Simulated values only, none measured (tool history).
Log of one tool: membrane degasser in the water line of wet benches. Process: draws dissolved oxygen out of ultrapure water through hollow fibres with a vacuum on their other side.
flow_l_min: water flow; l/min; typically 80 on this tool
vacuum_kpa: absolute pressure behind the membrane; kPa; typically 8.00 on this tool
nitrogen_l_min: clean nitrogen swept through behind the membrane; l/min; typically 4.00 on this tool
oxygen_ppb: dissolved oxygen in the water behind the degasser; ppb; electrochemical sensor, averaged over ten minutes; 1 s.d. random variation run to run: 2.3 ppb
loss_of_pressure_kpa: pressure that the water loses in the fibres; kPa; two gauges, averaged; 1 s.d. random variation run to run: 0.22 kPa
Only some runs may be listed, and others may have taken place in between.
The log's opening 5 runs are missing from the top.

run,hour,flow_l_min,vacuum_kpa,nitrogen_l_min,oxygen_ppb,loss_of_pressure_kpa
6,159.9,80,8.00,4.00,229.3,52.84
7,203.2,80,8.00,4.00,230.0,52.84
8,245.0,80,8.99,4.00,268.3,52.97
9,285.8,80,8.99,4.00,265.8,53.03
10,324.3,80,8.99,4.00,269.0,53.41
11,361.8,80,8.99,4.00,272.4,53.40
12,408.9,80,8.99,4.00,269.4,52.85
13,447.1,80,8.00,5.17,187.0,52.79
14,491.4,80,8.00,8.39,125.7,53.06
15,533.1,80,8.00,8.39,125.4,52.76
16,560.1,80,8.00,8.39,125.8,52.89
17,581.4,58,5.57,8.72,48.1,38.61
18,626.9,104,15.40,5.79,504.1,69.36
19,649.5,124,11.58,3.33,641.2,82.12
20,680.0,108,14.28,4.06,620.1,72.18
21,709.7,56,11.20,10.63,110.7,37.19
22,750.9,56,11.20,10.63,110.6,37.47
23,792.5,56,11.20,10.63,112.0,37.32

Run 24 comes next. What will it give?
24,831.3,80,8.00,7.35,?,?

Run 24 gave oxygen_ppb 143.4 ppb, loss_of_pressure_kpa 53.64 kPa.
Minus the tool's unlogged condition, the same run would have read oxygen_ppb 140.9 ppb, loss_of_pressure_kpa 53.33 kPa.
